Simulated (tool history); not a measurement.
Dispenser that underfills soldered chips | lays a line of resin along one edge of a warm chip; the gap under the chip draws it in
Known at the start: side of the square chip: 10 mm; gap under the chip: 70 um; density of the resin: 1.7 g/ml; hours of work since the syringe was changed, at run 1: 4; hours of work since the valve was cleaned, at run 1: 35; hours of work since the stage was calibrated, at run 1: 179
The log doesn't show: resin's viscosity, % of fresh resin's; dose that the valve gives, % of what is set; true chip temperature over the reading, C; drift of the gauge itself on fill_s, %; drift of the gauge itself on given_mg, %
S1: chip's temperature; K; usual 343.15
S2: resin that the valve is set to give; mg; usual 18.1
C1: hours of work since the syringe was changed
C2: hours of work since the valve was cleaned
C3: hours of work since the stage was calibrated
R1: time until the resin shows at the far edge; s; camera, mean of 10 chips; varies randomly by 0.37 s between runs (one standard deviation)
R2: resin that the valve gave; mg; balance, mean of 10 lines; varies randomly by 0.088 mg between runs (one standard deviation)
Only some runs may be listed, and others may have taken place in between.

run	hour	S1	S2	C1	C2	C3	R1	R2
1	0.0	343.15	18.1	4	35	179	25.7	17.56
# hour 4.1: new syringe of resin
2	4.5	343.15	18.1	0	38	182	22.4	17.48
3	8.6	329.15	18.1	3	41	185	38.9	17.25
# hour 13.5: new syringe of resin
4	13.5	329.15	18.1	0	45	189	33.9	17.35
5	16.9	329.15	18.1	3	47	191	37.9	17.28
6	20.8	329.15	18.1	5	50	194	43.1	17.34
# hour 23.1: new syringe of resin
7	24.7	329.15	18.1	1	53	197	36.0	17.21
8	28.4	329.15	18.1	4	56	200	39.8	17.09
# hour 32.6: new syringe of resin
9	32.6	358.15	18.9	0	59	203	14.2	17.97
10	39.0	358.15	18.9	5	64	208	17.8	17.88
# hour 42.4: new syringe of resin
11	45.8	333.15	17.3	3	69	212	34.0	16.11
# hour 51.9: new syringe of resin
12	51.9	343.15	20.8	0	73	217	21.6	19.31
13	57.6	343.15	20.8	4	77	221	25.1	19.28

What does the tool deliver on the next run?
14	60.3	343.15	20.8	6	79	223	?	?

Run 14 gave R1 27.6 s, R2 19.20 mg.
On a tool with no hidden condition, and with the same random variation, this run would have come out at R1 21.2 s, R2 20.74 mg.

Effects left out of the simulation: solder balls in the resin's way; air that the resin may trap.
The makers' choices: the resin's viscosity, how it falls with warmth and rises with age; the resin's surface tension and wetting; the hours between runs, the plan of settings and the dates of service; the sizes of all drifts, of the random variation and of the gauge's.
